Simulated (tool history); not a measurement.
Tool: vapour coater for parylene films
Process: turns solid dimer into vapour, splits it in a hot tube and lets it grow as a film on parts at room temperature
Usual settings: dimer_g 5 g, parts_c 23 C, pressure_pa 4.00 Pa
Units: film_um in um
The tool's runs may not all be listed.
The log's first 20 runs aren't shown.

run,hour,dimer_g,parts_c,pressure_pa,film_um
21,241.5,5,23,4.00,1.368
22,256.0,6,23,4.00,1.645
23,270.5,2,19,2.67,0.608
24,280.6,2,19,2.67,0.614
25,293.9,8,16,3.42,2.533
26,307.0,8,16,3.42,2.516
27,317.2,8,16,3.42,2.514
28,333.0,8,16,3.42,2.510
29,343.1,7,22,2.13,2.033
30,353.0,2,26,6.31,0.506
31,362.6,2,26,6.31,0.513
32,370.5,7,23,4.70,1.914
33,378.5,2,19,4.00,0.588
34,386.5,2,19,4.00,0.588
35,399.4,2,24,8.77,0.513
36,414.1,6,21,3.18,1.734
37,425.4,6,21,3.18,1.724
38,433.4,6,21,3.18,1.736
39,444.8,7,32,9.13,1.555
40,460.5,7,32,9.13,1.565
41,467.7,2,20,8.91,0.547

Forecast each of these 4 alternatives for the next run:
A,475.8,8,20,9.83,?
B,475.8,3,20,8.91,?
C,475.8,7,20,8.91,?
D,475.8,5,32,4.00,?

run,film_um
A,2.180
B,0.833
C,1.908
D,1.149
Without the tool's hidden state the same runs would have given:
run,film_um
A,2.183
B,0.834
C,1.911
D,1.151

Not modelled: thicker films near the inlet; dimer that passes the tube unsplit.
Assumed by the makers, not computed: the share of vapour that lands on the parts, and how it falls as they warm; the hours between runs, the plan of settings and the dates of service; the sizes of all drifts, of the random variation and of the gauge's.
